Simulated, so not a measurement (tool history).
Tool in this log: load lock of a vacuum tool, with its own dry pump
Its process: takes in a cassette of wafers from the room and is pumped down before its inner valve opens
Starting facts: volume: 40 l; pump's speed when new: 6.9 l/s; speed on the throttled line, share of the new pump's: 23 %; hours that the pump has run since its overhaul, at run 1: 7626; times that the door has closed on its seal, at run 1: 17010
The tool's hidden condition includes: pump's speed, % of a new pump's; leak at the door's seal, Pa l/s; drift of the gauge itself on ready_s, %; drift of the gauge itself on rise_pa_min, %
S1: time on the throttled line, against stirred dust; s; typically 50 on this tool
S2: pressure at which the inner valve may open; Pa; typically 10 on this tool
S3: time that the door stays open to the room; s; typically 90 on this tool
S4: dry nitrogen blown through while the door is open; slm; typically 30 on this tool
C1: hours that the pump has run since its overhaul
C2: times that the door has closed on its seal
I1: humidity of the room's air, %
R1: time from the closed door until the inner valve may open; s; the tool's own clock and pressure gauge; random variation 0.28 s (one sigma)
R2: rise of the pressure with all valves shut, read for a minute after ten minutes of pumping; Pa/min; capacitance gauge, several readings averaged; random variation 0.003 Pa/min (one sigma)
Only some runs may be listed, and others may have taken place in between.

run     hour  S1  S2   S3  S4     C1     C2    I1     R1     R2
  1        0  50  10   90  30   7626  17010  45.7   94.2  0.127
  2    352.6  50  10   90  30   7979  17951    44   94.9   0.14
  3    698.7  50  10   90  30   8325  18875  41.5   94.5   0.14
  4    989.5  50  10   90  30   8616  19652  45.9   95.2  0.162
  5   1285.1  50  10   90  30   8912  20441  44.6   94.9  0.162
  6   1607.1  50  10   90  30   9234  21300    41   94.9  0.166
  7     1874  35  10   90  30   9500  22013  44.5   83.7  0.181
  8   2068.3  50  14   90  30   9695  22532  44.2   93.2  0.188
  9   2467.7  50  14   90  30  10094  23598  43.5   92.7  0.196
 10   2801.1  50  14   90  30  10428  24488  42.2   92.5  0.209
 11   3093.3  50  10  103  30  10720  25268  43.3   95.1  0.221
 12     3314  50  10  103  30  10940  25857  46.3   95.8  0.223
 13   3601.6  50  10  103  30  11228  26625  46.5     95  0.226
 14   3942.9  50  10   90  30  11569  27536  45.3   95.3  0.243
 15   4220.1  50  10   90  30  11847  28276    43     96  0.264
 16   4429.1  50  10   90  30  12056  28834  48.6   95.4  0.265
 17   4639.3  50  10   90  30  12266  29395  43.9   95.9  0.268
 18   5022.5  50  10   90  30  12649  30418  43.2     96  0.282
 19     5442  50   8   90  30  13068  31538  44.4   97.7  0.299
 20   5798.5  50  14   29   7  13425  32490  42.9   93.3  0.302
 21   5978.5  50  14   29   7  13605  32970  44.5   93.7  0.318
 22   6219.3  50  14   29   4  13846  33613  48.5   94.2  0.337
 23   6414.8  50  18   90  30  14041  34135    47   92.5  0.341
 24   6729.8  50  18   90  30  14356  34976  45.8   92.6  0.355
 25   7119.5  48  14   66  40  14746  36016  46.2   93.2  0.365
 26   7461.3  34  10  129  14  15088  36929  46.3   85.1  0.395
 27   7772.3  44  10   90  30  15399  37759    43   92.3  0.393
 28   7971.9  50   9   90  34  15598  38292  42.9   97.5  0.389
 29     8243  50  10  212  13  15869  39015  44.4   96.8  0.442
 30   8464.9  69   9   72  30  16091  39608  48.3  112.2  0.432
 31   8756.1  30  10   90  30  16383  40385    45   82.1  0.445
 32   8961.3  35   7   90   8  16588  40933  44.6   88.5  0.465
 33   9253.6  35   7   90   8  16880  41713  45.3   88.7  0.467
 34   9592.9  50   7  176  30  17219  42619    50   99.8  0.514
 35   9864.8  50   7  176  30  17491  43345    48   99.9  0.513
 36  10279.5  50   7  176  30  17906  44452  46.2  100.3  0.529
 37    10605  50  11  176  24  18231  45321  44.6   97.8  0.545

4 ways to go on from here, each from the tool as it stands after run 37. What would each give?
     10832.9  -- dry pump taken out, an overhauled one fitted
  A  10832.9  50  18  176  24   0  45913  47.6   ?   ?
     10832.9  -- dry pump taken out, an overhauled one fitted
  B  10832.9  50  11  176  39   0  45913  45.2   ?   ?
     10832.9  -- dry pump taken out, an overhauled one fitted
  C  10832.9  52  10   85  30   0  45913  41.3   ?   ?
     10832.9  -- dry pump taken out, an overhauled one fitted
  D  10832.9  50  11   85  24   0  45913  48.1   ?   ?

run    R1     R2
  A  89.1  0.559
  B  91.7  0.542
  C  93.8  0.541
  D  91.5  0.541
With the hidden condition removed and each run's random variation left untouched, the same runs would have given:
run    R1     R2
  A  88.8  0.037
  B  91.2  0.027
  C  93.3   0.02
  D    91  0.027
